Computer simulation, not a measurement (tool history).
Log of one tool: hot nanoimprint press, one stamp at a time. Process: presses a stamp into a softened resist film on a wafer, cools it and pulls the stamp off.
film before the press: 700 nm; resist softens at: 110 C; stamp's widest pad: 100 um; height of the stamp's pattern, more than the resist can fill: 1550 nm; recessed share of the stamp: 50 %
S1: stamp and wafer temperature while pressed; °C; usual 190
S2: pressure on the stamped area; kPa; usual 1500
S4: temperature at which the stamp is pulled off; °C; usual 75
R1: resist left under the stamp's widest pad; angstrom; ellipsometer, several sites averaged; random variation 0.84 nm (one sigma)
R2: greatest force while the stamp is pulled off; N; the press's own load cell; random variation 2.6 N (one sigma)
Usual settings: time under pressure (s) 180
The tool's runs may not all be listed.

{"run": 1, "hour": 0.0, "S1": 190, "S2": 1500, "time under pressure (s)": 180, "S4": 75, "R1": 2652, "R2": 143}
{"run": 2, "hour": 9.5, "S1": 190, "S2": 1500, "time under pressure (s)": 180, "S4": 75, "R1": 2670, "R2": 150}
{"run": 3, "hour": 14.2, "S1": 190, "S2": 1500, "time under pressure (s)": 180, "S4": 69, "R1": 2657, "R2": 168}
{"run": 4, "hour": 20.7, "S1": 190, "S2": 1500, "time under pressure (s)": 180, "S4": 75, "R1": 2677, "R2": 150}
{"run": 5, "hour": 28.7, "S1": 190, "S2": 1500, "time under pressure (s)": 180, "S4": 75, "R1": 2671, "R2": 148}
{"run": 6, "hour": 34.5, "S1": 190, "S2": 1500, "time under pressure (s)": 180, "S4": 75, "R1": 2659, "R2": 144}
{"run": 7, "hour": 41.0, "S1": 190, "S2": 1500, "time under pressure (s)": 180, "S4": 75, "R1": 2682, "R2": 145}
{"run": 8, "hour": 51.4, "S1": 190, "S2": 1500, "time under pressure (s)": 180, "S4": 83, "R1": 2662, "R2": 114}
{"run": 9, "hour": 57.9, "S1": 190, "S2": 1500, "time under pressure (s)": 180, "S4": 83, "R1": 2687, "R2": 120}
{"run": 10, "hour": 66.6, "S1": 179, "S2": 1500, "time under pressure (s)": 208, "S4": 75, "R1": 3477, "R2": 147}
{"run": 11, "hour": 72.3, "S1": 190, "S2": 1500, "time under pressure (s)": 103, "S4": 75, "R1": 3330, "R2": 151}
{"run": 12, "hour": 83.0, "S1": 190, "S2": 1500, "time under pressure (s)": 103, "S4": 75, "R1": 3332, "R2": 151}
{"run": 13, "hour": 91.0, "S1": 182, "S2": 1500, "time under pressure (s)": 180, "S4": 63, "R1": 3364, "R2": 193}
{"run": 14, "hour": 101.7, "S1": 182, "S2": 1500, "time under pressure (s)": 180, "S4": 63, "R1": 3361, "R2": 199}
{"run": 15, "hour": 110.1, "S1": 191, "S2": 1390, "time under pressure (s)": 194, "S4": 63, "R1": 2620, "R2": 192}
{"run": 16, "hour": 116.5, "S1": 190, "S2": 1500, "time under pressure (s)": 340, "S4": 63, "R1": 2057, "R2": 199}
{"run": 17, "hour": 123.5, "S1": 190, "S2": 1200, "time under pressure (s)": 156, "S4": 63, "R1": 3157, "R2": 194}
{"run": 18, "hour": 133.8, "S1": 190, "S2": 1200, "time under pressure (s)": 156, "S4": 63, "R1": 3142, "R2": 202}

The same runs without the tool's hidden state, with the same run-to-run variation:
The hidden state here: true temperature over the reading, C; pressure that arrives at the usual setting, %; grip of the stamp's worn release coat, % over a new coat's; drift of the gauge itself on residual_nm, %; drift of the gauge itself on pull_off_n, %.
run=1 R1=2575 R2=121
run=2 R1=2591 R2=126
run=3 R1=2577 R2=141
run=4 R1=2596 R2=125
run=5 R1=2588 R2=123
run=6 R1=2576 R2=119
run=7 R1=2596 R2=120
run=8 R1=2575 R2=93
run=9 R1=2598 R2=98
run=10 R1=3360 R2=120
run=11 R1=3226 R2=123
run=12 R1=3226 R2=122
run=13 R1=3246 R2=157
run=14 R1=3240 R2=161
run=15 R1=2526 R2=154
run=16 R1=1976 R2=159
run=17 R1=3051 R2=155
run=18 R1=3035 R2=161
